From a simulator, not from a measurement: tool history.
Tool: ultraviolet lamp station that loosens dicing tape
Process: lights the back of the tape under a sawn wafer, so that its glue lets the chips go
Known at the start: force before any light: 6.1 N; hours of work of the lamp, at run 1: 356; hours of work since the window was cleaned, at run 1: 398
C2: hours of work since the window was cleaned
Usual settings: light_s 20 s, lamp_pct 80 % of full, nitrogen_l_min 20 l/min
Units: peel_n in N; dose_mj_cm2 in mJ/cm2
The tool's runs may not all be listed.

{"run": 1, "hour": 0.0, "light_s": 20, "lamp_pct": 80, "nitrogen_l_min": 20, "hours of work of the lamp": 356, "C2": 398, "peel_n": 1.075, "dose_mj_cm2": 280}
{"hour": 28.9, "done": "window cleaned of glue's vapour"}
{"run": 2, "hour": 30.2, "light_s": 27, "lamp_pct": 80, "nitrogen_l_min": 20, "hours of work of the lamp": 379, "C2": 1, "peel_n": 0.827, "dose_mj_cm2": 326}
{"run": 3, "hour": 48.9, "light_s": 20, "lamp_pct": 80, "nitrogen_l_min": 20, "hours of work of the lamp": 394, "C2": 16, "peel_n": 1.331, "dose_mj_cm2": 236}
{"run": 4, "hour": 75.4, "light_s": 20, "lamp_pct": 95, "nitrogen_l_min": 20, "hours of work of the lamp": 415, "C2": 37, "peel_n": 1.051, "dose_mj_cm2": 284}
{"run": 5, "hour": 103.6, "light_s": 20, "lamp_pct": 95, "nitrogen_l_min": 20, "hours of work of the lamp": 438, "C2": 60, "peel_n": 1.084, "dose_mj_cm2": 276}
{"hour": 116.0, "done": "window cleaned of glue's vapour, once more"}
{"run": 6, "hour": 132.3, "light_s": 20, "lamp_pct": 95, "nitrogen_l_min": 20, "hours of work of the lamp": 460, "C2": 13, "peel_n": 0.627, "dose_mj_cm2": 380}
{"run": 7, "hour": 160.9, "light_s": 20, "lamp_pct": 80, "nitrogen_l_min": 20, "hours of work of the lamp": 483, "C2": 36, "peel_n": 0.88, "dose_mj_cm2": 316}
{"run": 8, "hour": 195.4, "light_s": 20, "lamp_pct": 80, "nitrogen_l_min": 20, "hours of work of the lamp": 511, "C2": 63, "peel_n": 0.904, "dose_mj_cm2": 307}
{"run": 9, "hour": 219.4, "light_s": 20, "lamp_pct": 80, "nitrogen_l_min": 20, "hours of work of the lamp": 530, "C2": 83, "peel_n": 0.885, "dose_mj_cm2": 313}
{"run": 10, "hour": 256.1, "light_s": 20, "lamp_pct": 80, "nitrogen_l_min": 20, "hours of work of the lamp": 559, "C2": 112, "peel_n": 0.931, "dose_mj_cm2": 304}
{"run": 11, "hour": 293.9, "light_s": 20, "lamp_pct": 80, "nitrogen_l_min": 20, "hours of work of the lamp": 590, "C2": 142, "peel_n": 0.948, "dose_mj_cm2": 298}
{"run": 12, "hour": 314.2, "light_s": 20, "lamp_pct": 80, "nitrogen_l_min": 20, "hours of work of the lamp": 606, "C2": 158, "peel_n": 0.981, "dose_mj_cm2": 290}
{"run": 13, "hour": 345.4, "light_s": 20, "lamp_pct": 80, "nitrogen_l_min": 20, "hours of work of the lamp": 631, "C2": 183, "peel_n": 1.028, "dose_mj_cm2": 289}
{"run": 14, "hour": 365.2, "light_s": 20, "lamp_pct": 80, "nitrogen_l_min": 20, "hours of work of the lamp": 647, "C2": 199, "peel_n": 1.001, "dose_mj_cm2": 283}
{"run": 15, "hour": 391.6, "light_s": 37, "lamp_pct": 65, "nitrogen_l_min": 20, "hours of work of the lamp": 668, "C2": 220, "peel_n": 0.505, "dose_mj_cm2": 430}
{"run": 16, "hour": 428.7, "light_s": 25, "lamp_pct": 69, "nitrogen_l_min": 9, "hours of work of the lamp": 697, "C2": 250, "peel_n": 1.596, "dose_mj_cm2": 300}
{"run": 17, "hour": 460.8, "light_s": 15, "lamp_pct": 62, "nitrogen_l_min": 12, "hours of work of the lamp": 723, "C2": 276, "peel_n": 2.74, "dose_mj_cm2": 162}
{"run": 18, "hour": 484.4, "light_s": 20, "lamp_pct": 80, "nitrogen_l_min": 8, "hours of work of the lamp": 742, "C2": 295, "peel_n": 1.79, "dose_mj_cm2": 277}
{"run": 19, "hour": 513.7, "light_s": 20, "lamp_pct": 80, "nitrogen_l_min": 8, "hours of work of the lamp": 765, "C2": 318, "peel_n": 1.902, "dose_mj_cm2": 267}
{"run": 20, "hour": 550.1, "light_s": 20, "lamp_pct": 80, "nitrogen_l_min": 8, "hours of work of the lamp": 795, "C2": 347, "peel_n": 1.928, "dose_mj_cm2": 267}
{"run": 21, "hour": 578.2, "light_s": 20, "lamp_pct": 80, "nitrogen_l_min": 8, "hours of work of the lamp": 817, "C2": 370, "peel_n": 2, "dose_mj_cm2": 259}
{"run": 22, "hour": 594.7, "light_s": 38, "lamp_pct": 61, "nitrogen_l_min": 35, "hours of work of the lamp": 830, "C2": 383, "peel_n": 0.443, "dose_mj_cm2": 377}
{"run": 23, "hour": 625.4, "light_s": 38, "lamp_pct": 61, "nitrogen_l_min": 35, "hours of work of the lamp": 855, "C2": 407, "peel_n": 0.455, "dose_mj_cm2": 365}
{"hour": 642.2, "done": "window cleaned of glue's vapour"}
{"run": 24, "hour": 649.5, "light_s": 38, "lamp_pct": 61, "nitrogen_l_min": 35, "hours of work of the lamp": 874, "C2": 6, "peel_n": 0.335, "dose_mj_cm2": 437}

Forecast run 25:
{"run": 25, "hour": 672.6, "light_s": 38, "lamp_pct": 61, "nitrogen_l_min": 7, "hours of work of the lamp": 892, "C2": 24, "peel_n": "?", "dose_mj_cm2": "?"}

peel_n: 1.11 N
dose_mj_cm2: 430 mJ/cm2
Without the tool's hidden state the same run would have given peel_n 0.82 N, dose_mj_cm2 517 mJ/cm2.
